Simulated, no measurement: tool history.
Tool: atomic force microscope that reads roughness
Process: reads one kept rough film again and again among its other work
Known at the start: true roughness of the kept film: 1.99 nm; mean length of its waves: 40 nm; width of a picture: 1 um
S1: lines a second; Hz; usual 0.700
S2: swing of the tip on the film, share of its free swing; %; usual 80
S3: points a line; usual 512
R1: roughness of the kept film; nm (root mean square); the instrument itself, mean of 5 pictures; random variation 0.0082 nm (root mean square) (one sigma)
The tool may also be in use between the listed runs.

run	hour	S1	S2	S3	R1
1	0.0	0.700	80	512	1.765
2	7.0	0.700	80	512	1.757
3	17.8	0.700	80	512	1.737
4	27.9	0.700	80	512	1.722
5	40.6	0.700	80	512	1.710
6	46.8	0.700	80	512	1.704
7	60.1	0.700	80	512	1.684
8	67.8	0.700	80	512	1.770
9	76.1	0.700	80	349	1.754
10	87.0	0.700	80	427	1.773
11	93.0	0.700	80	512	1.757
12	100.0	0.700	73	512	1.771
13	107.6	1.203	73	512	1.717
14	114.7	1.203	73	512	1.709
15	122.5	1.203	73	512	1.695
16	131.0	1.203	73	512	1.690
17	138.9	0.700	80	512	1.701
18	144.7	0.700	80	512	1.688
19	150.6	0.700	80	512	1.692
20	161.2	0.700	80	512	1.780
21	173.2	0.700	80	500	1.761
22	180.2	0.700	80	500	1.759
23	186.7	0.700	78	500	1.763
24	198.5	0.921	78	500	1.706
25	205.9	1.194	55	293	1.764
26	213.8	1.382	86	861	1.572
27	220.8	1.382	86	861	1.577
28	232.2	3.274	73	617	1.511
29	239.3	3.274	73	617	1.511
30	254.0	3.274	73	617	1.574
31	264.8	0.700	87	941	1.730
32	274.6	0.700	80	337	1.749
33	285.6	0.658	63	353	1.795
34	292.2	0.658	65	370	1.775
35	303.7	0.658	65	370	1.760
36	309.7	1.148	65	334	1.725
37	319.9	1.148	65	334	1.714
38	327.0	1.148	65	334	1.704
39	335.5	1.883	66	408	1.758
40	348.1	1.883	66	408	1.734
41	359.0	1.883	66	927	1.737
42	370.5	0.700	80	413	1.718
43	380.5	0.700	58	964	1.805

Not shown: 6 entries that the log had between the listed runs. Between which runs, and how does the tool's hidden state differ before and after?
Between runs 7 and 8: new tip fitted (hour 63.9)
  radius of the tip, nm: 22.6 -> 11.2; height scale over the true one, %: -0.07 -> -0.08
  measured less the result without the state, R1: -0.101 -> -0.012 nm (root mean square)
Between runs 19 and 20: new tip fitted (hour 152.4)
  radius of the tip, nm: 23 -> 11.6
  measured less the result without the state, R1: -0.105 -> -0.015 nm (root mean square)
Between runs 21 and 22: height scale calibrated on a step standard (hour 175.0)
  radius of the tip, nm: 13.4 -> 14.3; height scale over the true one, %: -0.11 -> -0.13
  measured less the result without the state, R1: -0.030 -> -0.038 nm (root mean square)
Between runs 29 and 30: new tip fitted (hour 241.3); height scale calibrated on a step standard, once more (hour 251.6)
  radius of the tip, nm: 22.9 -> 12.3; height scale over the true one, %: -0.15 -> 0.02
  measured less the result without the state, R1: -0.094 -> -0.016 nm (root mean square)
Between runs 38 and 39: new tip fitted (hour 330.3)
  radius of the tip, nm: 23.6 -> 11.5
  measured less the result without the state, R1: -0.109 -> -0.013 nm (root mean square)

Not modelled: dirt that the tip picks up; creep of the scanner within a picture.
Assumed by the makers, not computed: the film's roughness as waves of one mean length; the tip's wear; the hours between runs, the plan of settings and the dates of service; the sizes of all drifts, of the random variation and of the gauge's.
